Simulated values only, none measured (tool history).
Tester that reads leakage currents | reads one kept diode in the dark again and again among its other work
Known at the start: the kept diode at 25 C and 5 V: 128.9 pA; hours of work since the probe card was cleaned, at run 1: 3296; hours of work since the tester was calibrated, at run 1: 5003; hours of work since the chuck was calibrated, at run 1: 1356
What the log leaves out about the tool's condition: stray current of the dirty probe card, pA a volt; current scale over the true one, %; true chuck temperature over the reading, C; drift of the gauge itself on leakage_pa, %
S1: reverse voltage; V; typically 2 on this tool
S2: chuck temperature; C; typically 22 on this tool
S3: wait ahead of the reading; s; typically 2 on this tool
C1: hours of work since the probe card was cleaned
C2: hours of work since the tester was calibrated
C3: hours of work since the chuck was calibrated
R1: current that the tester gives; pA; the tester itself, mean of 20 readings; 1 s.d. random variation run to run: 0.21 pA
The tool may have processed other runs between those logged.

{"run": 1, "hour": 0.0, "S1": 2, "S2": 22, "S3": 2, "C1": 3296, "C2": 5003, "C3": 1356, "R1": 81.04}
{"hour": 64.6, "done": "probe card cleaned and baked"}
{"run": 2, "hour": 157.5, "S1": 2, "S2": 22, "S3": 2, "C1": 70, "C2": 5120, "C3": 1473, "R1": 86.17}
{"hour": 259.8, "done": "tester calibrated"}
{"run": 3, "hour": 262.5, "S1": 2, "S2": 22, "S3": 2, "C1": 149, "C2": 2, "C3": 1551, "R1": 86.78}
{"run": 4, "hour": 420.0, "S1": 2, "S2": 22, "S3": 2, "C1": 268, "C2": 121, "C3": 1670, "R1": 88.47}
{"run": 5, "hour": 602.3, "S1": 2, "S2": 43, "S3": 2, "C1": 406, "C2": 260, "C3": 1809, "R1": 502.43}
{"run": 6, "hour": 714.1, "S1": 2, "S2": 22, "S3": 2, "C1": 491, "C2": 344, "C3": 1893, "R1": 90.91}
{"run": 7, "hour": 830.3, "S1": 2, "S2": 22, "S3": 2, "C1": 579, "C2": 433, "C3": 1981, "R1": 91.2}
{"hour": 853.8, "done": "probe card cleaned and baked, once more"}
{"run": 8, "hour": 981.4, "S1": 2, "S2": 22, "S3": 2, "C1": 97, "C2": 545, "C3": 2094, "R1": 83.43}
{"hour": 1020.7, "done": "chuck's temperature calibrated"}
{"run": 9, "hour": 1134.1, "S1": 2, "S2": 22, "S3": 2, "C1": 211, "C2": 659, "C3": 86, "R1": 68.34}
{"run": 10, "hour": 1275.9, "S1": 2, "S2": 22, "S3": 2, "C1": 319, "C2": 767, "C3": 194, "R1": 68.81}
{"run": 11, "hour": 1465.2, "S1": 2, "S2": 22, "S3": 2, "C1": 462, "C2": 910, "C3": 337, "R1": 70.21}
{"run": 12, "hour": 1621.6, "S1": 2, "S2": 32, "S3": 2, "C1": 581, "C2": 1029, "C3": 456, "R1": 174.27}
{"run": 13, "hour": 1759.4, "S1": 18.54, "S2": 23, "S3": 1.04, "C1": 685, "C2": 1133, "C3": 560, "R1": 211.48}
{"run": 14, "hour": 1950.3, "S1": 18.54, "S2": 23, "S3": 1.69, "C1": 830, "C2": 1278, "C3": 705, "R1": 216.87}
{"run": 15, "hour": 2133.1, "S1": 18.54, "S2": 23, "S3": 1.69, "C1": 968, "C2": 1417, "C3": 843, "R1": 221.05}
{"run": 16, "hour": 2251.9, "S1": 18.54, "S2": 23, "S3": 1.69, "C1": 1059, "C2": 1507, "C3": 934, "R1": 223.35}
{"run": 17, "hour": 2372.7, "S1": 4.64, "S2": 57, "S3": 1.69, "C1": 1150, "C2": 1598, "C3": 1025, "R1": 1958.6}
{"run": 18, "hour": 2570.9, "S1": 1.2, "S2": 26, "S3": 2.42, "C1": 1300, "C2": 1749, "C3": 1175, "R1": 88.93}
{"run": 19, "hour": 2780.5, "S1": 13.44, "S2": 22, "S3": 1.49, "C1": 1459, "C2": 1908, "C3": 1334, "R1": 189.59}
{"run": 20, "hour": 2944.8, "S1": 10.82, "S2": 36, "S3": 2, "C1": 1584, "C2": 2032, "C3": 1459, "R1": 558.1}
{"run": 21, "hour": 3054.5, "S1": 2, "S2": 22, "S3": 0.43, "C1": 1667, "C2": 2115, "C3": 1542, "R1": 82.28}
{"run": 22, "hour": 3169.5, "S1": 12.41, "S2": 22, "S3": 1.79, "C1": 1754, "C2": 2203, "C3": 1629, "R1": 191.48}
{"run": 23, "hour": 3343.3, "S1": 12.41, "S2": 22, "S3": 1.79, "C1": 1886, "C2": 2334, "C3": 1761, "R1": 194.83}
{"run": 24, "hour": 3531.6, "S1": 1.76, "S2": 22, "S3": 0.93, "C1": 2029, "C2": 2477, "C3": 1904, "R1": 80.83}

Alternative continuations, all from the tool just after run 24; predict every row:
{"run": "A", "hour": 3749.8, "S1": 1.76, "S2": 42, "S3": 5.65, "C1": 2194, "C2": 2643, "C3": 2069, "R1": "?"}
{"run": "B", "hour": 3749.8, "S1": 7.83, "S2": 22, "S3": 2, "C1": 2194, "C2": 2643, "C3": 2069, "R1": "?"}
{"run": "C", "hour": 3749.8, "S1": 2, "S2": 25, "S3": 2, "C1": 2194, "C2": 2643, "C3": 2069, "R1": "?"}
{"run": "D", "hour": 3749.8, "S1": 15.28, "S2": 22, "S3": 2, "C1": 2194, "C2": 2643, "C3": 2069, "R1": "?"}
{"run": "E", "hour": 3749.8, "S1": 2, "S2": 43, "S3": 1.51, "C1": 2194, "C2": 2643, "C3": 2069, "R1": "?"}

run=A R1=446.43
run=B R1=162.24
run=C R1=113.45
run=D R1=224.64
run=E R1=508.78
What these runs would have given with no unlogged condition in the tool:
run=A R1=363.94
run=B R1=118.64
run=C R1=88.19
run=D R1=158.04
run=E R1=415.33
